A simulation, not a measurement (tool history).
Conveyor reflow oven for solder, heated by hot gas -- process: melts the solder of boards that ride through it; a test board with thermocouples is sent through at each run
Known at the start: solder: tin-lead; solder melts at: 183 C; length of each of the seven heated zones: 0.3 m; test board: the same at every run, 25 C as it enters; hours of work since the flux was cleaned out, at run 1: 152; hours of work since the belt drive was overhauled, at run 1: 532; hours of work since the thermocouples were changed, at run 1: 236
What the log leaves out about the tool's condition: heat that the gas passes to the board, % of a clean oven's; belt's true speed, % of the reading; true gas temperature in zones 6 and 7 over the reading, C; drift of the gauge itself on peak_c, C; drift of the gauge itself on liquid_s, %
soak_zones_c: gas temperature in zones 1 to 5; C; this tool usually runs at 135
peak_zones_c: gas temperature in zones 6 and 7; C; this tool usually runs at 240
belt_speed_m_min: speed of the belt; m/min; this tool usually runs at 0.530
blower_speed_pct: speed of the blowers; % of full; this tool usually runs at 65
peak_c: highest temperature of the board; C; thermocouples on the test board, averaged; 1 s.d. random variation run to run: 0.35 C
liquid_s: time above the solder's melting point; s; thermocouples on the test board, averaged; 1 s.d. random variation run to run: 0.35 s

run    hour  soak_zones_c  peak_zones_c  belt_speed_m_min  blower_speed_pct  hours of work since the flux was cleaned out  hours of work since the belt drive was overhauled  hours of work since the thermocouples were changed  peak_c  liquid_s
  1     0.0           135           240             0.530                65                                           152                                                532                                                 236   220.3      51.5
       27.9  -- flux residue cleaned out of gas plates and filters
  2    59.5           135           240             0.530                54                                            25                                                575                                                 280   216.5      48.5
  3   119.4           135           246             0.530                54                                            73                                                623                                                 327   221.5      52.0
  4   167.6           135           240             0.530                65                                           111                                                662                                                 366   220.8      51.6
  5   199.0           135           240             0.520                65                                           137                                                687                                                 391   221.5      53.3
  6   233.4           139           240             0.530                65                                           164                                                714                                                 418   221.2      53.4
      248.0  -- flux residue cleaned out of gas plates and filters
  7   277.0           139           240             0.530                65                                            23                                                745                                                 449   221.4      53.4
  8   332.2           135           240             0.530                76                                            67                                                789                                                 493   223.9      54.6
  9   396.3           137           240             0.530                65                                           118                                                840                                                 544   220.4      53.3
 10   456.5           135           240             0.530                65                                           166                                                888                                                 592   220.8      51.6
      465.2  -- flux residue cleaned out of gas plates and filters
 11   495.3           135           240             0.441                65                                            24                                                915                                                 619   227.2      67.6
 12   536.8           135           240             0.441                65                                            57                                                948                                                 653   226.7      67.3
 13   599.6           135           240             0.441                65                                           107                                                998                                                 703   226.3      67.9
 14   656.8           135           240             0.428                65                                           153                                               1044                                                 748   227.1      70.1
      669.9  -- thermocouples of zones 6 and 7 changed
      686.7  -- flux residue cleaned out of gas plates and filters
 15   725.9           135           240             0.530                65                                            31                                               1094                                                  41   221.0      51.9
 16   767.7           135           240             0.530                65                                            65                                               1127                                                  74   221.0      51.0
 17   830.1           135           240             0.444                65                                           114                                               1177                                                 124   226.2      67.0
 18   879.7           121           240             0.619                53                                           154                                               1216                                                 163   205.4      29.3
      905.7  -- flux residue cleaned out of gas plates and filters
      909.7  -- belt drive overhauled, speed set with a stopwatch
 19   932.4           133           244             0.530                65                                            18                                                 18                                                 198   223.7      53.1
 20   962.9           133           244             0.530                88                                            42                                                 42                                                 223   228.6      57.1
 21  1030.1           133           244             0.530                88                                            96                                                 96                                                 276   229.2      56.2
 22  1076.2           124           240             0.530                53                                           133                                                133                                                 313   214.0      42.5
 23  1103.7           124           240             0.530                53                                           155                                                155                                                 335   213.6      43.1
     1127.2  -- flux residue cleaned out of gas plates and filters
 24  1147.8           144           240             0.453                53                                            17                                                186                                                 366   223.6      66.0
 25  1180.4           120           240             0.523                65                                            43                                                212                                                 392   218.3      47.3
 26  1220.3           120           240             0.523                65                                            74                                                244                                                 424   218.4      46.9
 27  1248.9           120           240             0.523                65                                            97                                                267                                                 447   218.5      46.9

What does the tool deliver on the next run?
 28  1306.2           139           239             0.458                85                                           143                                                312                                                 493       ?         ?

Run 28 measured peak_c 229.5 C, liquid_s 68.2 s.
On a tool with no hidden condition, and with the same random variation, this run would have come out at peak_c 229.4 C, liquid_s 68.2 s.
